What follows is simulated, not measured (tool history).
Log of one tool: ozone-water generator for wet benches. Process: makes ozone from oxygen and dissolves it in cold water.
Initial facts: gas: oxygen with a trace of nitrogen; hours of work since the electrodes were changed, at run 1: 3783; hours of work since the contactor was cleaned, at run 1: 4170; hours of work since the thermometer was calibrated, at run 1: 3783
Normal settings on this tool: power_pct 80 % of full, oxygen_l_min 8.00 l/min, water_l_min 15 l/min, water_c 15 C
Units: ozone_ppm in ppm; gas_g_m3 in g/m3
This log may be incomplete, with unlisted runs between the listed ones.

| run | hour | power_pct | oxygen_l_min | water_l_min | water_c | hours of work since the electrodes were changed | hours of work since the contactor was cleaned | hours of work since the thermometer was calibrated | ozone_ppm | gas_g_m3 |
|---|---|---|---|---|---|---|---|---|---|---|
| 1 | 0.0 | 80 | 8.00 | 15 | 15 | 3783 | 4170 | 3783 | 33.4 | 271.5 |
| 2 | 179.5 | 80 | 8.00 | 15 | 15 | 3913 | 4300 | 3913 | 33.0 | 273.5 |
| 3 | 319.2 | 80 | 8.00 | 15 | 15 | 4014 | 4401 | 4014 | 32.9 | 271.2 |
| 4 | 478.0 | 80 | 8.00 | 16 | 15 | 4129 | 4516 | 4129 | 32.0 | 274.7 |
| 5 | 600.2 | 80 | 8.00 | 16 | 15 | 4217 | 4604 | 4217 | 31.1 | 271.1 |
| 6 | 725.3 | 80 | 8.00 | 16 | 15 | 4308 | 4695 | 4308 | 31.4 | 273.0 |
| 7 | 823.3 | 80 | 8.00 | 16 | 15 | 4379 | 4765 | 4379 | 31.5 | 273.3 |
| 8 | 1017.7 | 80 | 8.00 | 16 | 15 | 4519 | 4906 | 4519 | 30.9 | 269.6 |
| 9 | 1136.9 | 80 | 8.00 | 16 | 15 | 4606 | 4992 | 4606 | 31.3 | 268.0 |
| 10 | 1317.5 | 80 | 8.00 | 16 | 15 | 4736 | 5123 | 4736 | 30.7 | 270.8 |
| 11 | 1499.8 | 80 | 8.00 | 16 | 15 | 4868 | 5255 | 4868 | 31.2 | 270.1 |
| 12 | 1686.5 | 80 | 8.00 | 16 | 15 | 5003 | 5390 | 5003 | 30.5 | 268.2 |
| 13 | 1809.2 | 80 | 8.00 | 16 | 15 | 5092 | 5478 | 5092 | 30.5 | 270.7 |
|  | 1889.1 | contactor cleaned |
| 14 | 1911.8 | 80 | 8.00 | 15 | 9 | 5163 | 16 | 5163 | 37.2 | 268.2 |
| 15 | 2065.9 | 46 | 8.00 | 23 | 15 | 5275 | 128 | 5275 | 18.6 | 204.8 |
| 16 | 2239.2 | 80 | 5.59 | 14 | 9 | 5400 | 253 | 5400 | 41.3 | 338.3 |
| 17 | 2329.7 | 80 | 5.59 | 14 | 9 | 5465 | 319 | 5465 | 40.6 | 335.2 |
| 18 | 2524.1 | 96 | 4.92 | 15 | 18 | 5606 | 459 | 5606 | 37.1 | 398.0 |

Run 19 is up next; what results do you expect?
|  | 2661.4 | water thermometer calibrated |
| 19 | 2661.4 | 80 | 8.96 | 15 | 14 | 5705 | 558 | 0 | ? | ? |

Run 19 came out at ozone_ppm 32.8 ppm, gas_g_m3 247.9 g/m3.
On a tool with no hidden condition, and with the same random variation, this run would have come out at ozone_ppm 36.1 ppm, gas_g_m3 267.2 g/m3.
